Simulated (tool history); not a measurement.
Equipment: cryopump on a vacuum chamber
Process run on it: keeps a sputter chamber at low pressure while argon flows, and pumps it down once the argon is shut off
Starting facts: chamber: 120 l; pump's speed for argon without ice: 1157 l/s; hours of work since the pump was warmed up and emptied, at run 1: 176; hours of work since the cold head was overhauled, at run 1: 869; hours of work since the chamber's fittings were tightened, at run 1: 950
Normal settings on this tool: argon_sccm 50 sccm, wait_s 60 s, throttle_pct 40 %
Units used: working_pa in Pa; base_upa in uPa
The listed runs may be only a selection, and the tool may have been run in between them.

| run | day | argon_sccm | wait_s | throttle_pct | hours of work since the pump was warmed up and emptied | hours of work since the cold head was overhauled | hours of work since the chamber's fittings were tightened | working_pa | base_upa |
|---|---|---|---|---|---|---|---|---|---|
| 1 | 0.000 | 50 | 60 | 40 | 176 | 869 | 950 | 0.1916 | 3.13 |
| 2 | 1.092 | 50 | 60 | 40 | 198 | 891 | 972 | 0.1941 | 3.17 |
| 3 | 2.042 | 50 | 60 | 40 | 217 | 910 | 992 | 0.1935 | 3.19 |
| 4 | 2.712 | 50 | 60 | 18 | 230 | 924 | 1005 | 0.4175 | 3.28 |
| 5 | 3.662 | 50 | 60 | 18 | 249 | 943 | 1024 | 0.4179 | 3.30 |
| 6 | 4.996 | 50 | 60 | 18 | 276 | 969 | 1051 | 0.4210 | 3.30 |
| 7 | 6.512 | 50 | 60 | 18 | 307 | 1000 | 1081 | 0.4220 | 3.41 |
| 8 | 7.196 | 50 | 60 | 18 | 321 | 1014 | 1095 | 0.4248 | 3.40 |
|  | 7.608 | pump warmed up, emptied and cooled again |
| 9 | 8.050 | 50 | 60 | 31 | 9 | 1027 | 1108 | 0.2379 | 3.13 |
| 10 | 9.196 | 50 | 60 | 31 | 32 | 1050 | 1131 | 0.2370 | 3.10 |
| 11 | 10.617 | 50 | 60 | 31 | 60 | 1078 | 1160 | 0.2389 | 3.26 |
| 12 | 11.417 | 50 | 60 | 31 | 77 | 1094 | 1176 | 0.2401 | 3.26 |
| 13 | 12.150 | 44 | 60 | 31 | 91 | 1109 | 1191 | 0.2116 | 3.31 |
| 14 | 13.429 | 44 | 60 | 31 | 117 | 1135 | 1216 | 0.2125 | 3.35 |
| 15 | 14.846 | 44 | 60 | 31 | 146 | 1163 | 1245 | 0.2130 | 3.38 |
| 16 | 15.521 | 44 | 60 | 31 | 159 | 1177 | 1259 | 0.2147 | 3.36 |
| 17 | 16.592 | 50 | 60 | 40 | 181 | 1199 | 1280 | 0.1910 | 3.47 |
| 18 | 18.075 | 39 | 116 | 57 | 211 | 1228 | 1310 | 0.1084 | 2.68 |
| 19 | 19.150 | 76 | 60 | 31 | 232 | 1250 | 1332 | 0.3751 | 3.50 |
| 20 | 20.338 | 76 | 60 | 31 | 256 | 1274 | 1355 | 0.3799 | 3.66 |
| 21 | 21.817 | 76 | 73 | 31 | 286 | 1304 | 1385 | 0.3781 | 3.33 |
| 22 | 22.900 | 27 | 199 | 40 | 308 | 1326 | 1407 | 0.1062 | 2.51 |
|  | 23.954 | pump warmed up, emptied and cooled again |
| 23 | 23.996 | 50 | 41 | 57 | 1 | 1343 | 1425 | 0.1295 | 4.31 |
| 24 | 25.438 | 47 | 58 | 40 | 30 | 1372 | 1454 | 0.1739 | 3.50 |
| 25 | 26.496 | 47 | 58 | 40 | 51 | 1394 | 1475 | 0.1739 | 3.62 |

What does the tool deliver on the next run?
| 26 | 27.108 | 20 | 165 | 20 | 63 | 1406 | 1487 | ? | ? |

working_pa: 0.1472 Pa
base_upa: 2.51 uPa
With no hidden state in the tool, this same run would have given working_pa 0.1458 Pa, base_upa 0.88 uPa.
